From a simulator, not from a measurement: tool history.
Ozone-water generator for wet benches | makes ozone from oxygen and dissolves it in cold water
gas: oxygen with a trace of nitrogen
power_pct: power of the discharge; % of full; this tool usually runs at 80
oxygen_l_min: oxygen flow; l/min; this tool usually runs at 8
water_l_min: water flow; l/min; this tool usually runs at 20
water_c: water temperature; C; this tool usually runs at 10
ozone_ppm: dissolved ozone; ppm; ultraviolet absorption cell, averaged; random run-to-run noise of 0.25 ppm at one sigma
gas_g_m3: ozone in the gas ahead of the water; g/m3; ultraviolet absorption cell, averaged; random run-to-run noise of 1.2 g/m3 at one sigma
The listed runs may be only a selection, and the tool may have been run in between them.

run 1 hour=0 | power_pct=80 oxygen_l_min=8 water_l_min=20 water_c=10 | ozone_ppm=36.1 gas_g_m3=213.4
run 2 hour=85.6 | power_pct=80 oxygen_l_min=8 water_l_min=20 water_c=6 | ozone_ppm=37.9 gas_g_m3=212.3
run 3 hour=141.7 | power_pct=80 oxygen_l_min=8 water_l_min=20 water_c=6 | ozone_ppm=37.9 gas_g_m3=209.8
run 4 hour=249.7 | power_pct=80 oxygen_l_min=8 water_l_min=17 water_c=6 | ozone_ppm=42.2 gas_g_m3=210.4
run 5 hour=320 | power_pct=80 oxygen_l_min=8 water_l_min=20 water_c=10 | ozone_ppm=35.5 gas_g_m3=208.2
run 6 hour=395.5 | power_pct=80 oxygen_l_min=8 water_l_min=20 water_c=10 | ozone_ppm=35.2 gas_g_m3=209.7
run 7 hour=453 | power_pct=51 oxygen_l_min=8 water_l_min=15 water_c=10 | ozone_ppm=28.9 gas_g_m3=143.2
run 8 hour=564.3 | power_pct=42 oxygen_l_min=6.48 water_l_min=15 water_c=5 | ozone_ppm=26.8 gas_g_m3=134.8
run 9 hour=655.9 | power_pct=75 oxygen_l_min=8 water_l_min=20 water_c=17 | ozone_ppm=29.1 gas_g_m3=197.2
run 10 hour=733.5 | power_pct=75 oxygen_l_min=8 water_l_min=20 water_c=17 | ozone_ppm=29.6 gas_g_m3=195.6
run 11 hour=829 | power_pct=51 oxygen_l_min=8 water_l_min=20 water_c=9 | ozone_ppm=23.7 gas_g_m3=139.6

Measured result minus the same run's result without the hidden state. Both carry the same run-to-run variation, though not necessarily the same gauge scatter:
Hidden state at play: yield of the discharge, % of new electrodes'; contactor's efficiency, % of a clean one's; true water temperature over the reading, C; drift of the gauge itself on ozone_ppm, %; drift of the gauge itself on gas_g_m3, %.
run=1 ozone_ppm=-2.7 gas_g_m3=-7.9
run=2 ozone_ppm=-3.1 gas_g_m3=-8.7
run=3 ozone_ppm=-3.2 gas_g_m3=-9
run=4 ozone_ppm=-3.6 gas_g_m3=-10
run=5 ozone_ppm=-3.3 gas_g_m3=-10.4
run=6 ozone_ppm=-3.4 gas_g_m3=-11.2
run=7 ozone_ppm=-2.1 gas_g_m3=-5.2
run=8 ozone_ppm=-1.8 gas_g_m3=-4
run=9 ozone_ppm=-3.1 gas_g_m3=-11.9
run=10 ozone_ppm=-3.3 gas_g_m3=-12.3
run=11 ozone_ppm=-2.2 gas_g_m3=-6.3
